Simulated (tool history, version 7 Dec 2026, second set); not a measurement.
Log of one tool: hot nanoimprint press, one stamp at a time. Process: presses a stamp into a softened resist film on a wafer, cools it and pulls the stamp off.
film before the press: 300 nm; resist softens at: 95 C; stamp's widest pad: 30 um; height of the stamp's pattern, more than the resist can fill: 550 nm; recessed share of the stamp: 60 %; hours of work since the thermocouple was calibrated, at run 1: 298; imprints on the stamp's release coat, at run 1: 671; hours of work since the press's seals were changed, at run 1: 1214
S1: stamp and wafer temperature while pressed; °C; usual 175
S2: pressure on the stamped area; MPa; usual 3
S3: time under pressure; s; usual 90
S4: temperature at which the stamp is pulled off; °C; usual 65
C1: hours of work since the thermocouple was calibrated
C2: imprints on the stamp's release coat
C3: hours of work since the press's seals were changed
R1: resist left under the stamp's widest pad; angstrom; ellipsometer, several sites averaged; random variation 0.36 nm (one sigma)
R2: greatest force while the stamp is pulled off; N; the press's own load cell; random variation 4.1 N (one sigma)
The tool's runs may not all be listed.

run	hour	S1	S2	S3	S4	C1	C2	C3	R1	R2
1	0	175	3	90	65	298	671	1214	1634	200
2	50.7	175	3	90	65	320	838	1236	1629	199
3	110.5	175	3	90	65	346	1035	1263	1620	194
4	176.8	175	2.87	90	65	375	1253	1292	1645	204
# hour 231.1: press's hydraulic seals changed and the load cell set to zero
# hour 266: stamp cleaned and given a new release coat
5	272.4	175	2.48	90	65	411	21	15	1732	191
6	329.6	175	2.48	90	54	436	209	41	1726	248

Forecast run 7:
7	389.9	175	3	90	65	463	407	67	?	?

Run 7 gave R1 1611 angstrom, R2 199 N.
Without the tool's hidden state the same run would have given R1 1628 angstrom, R2 199 N.
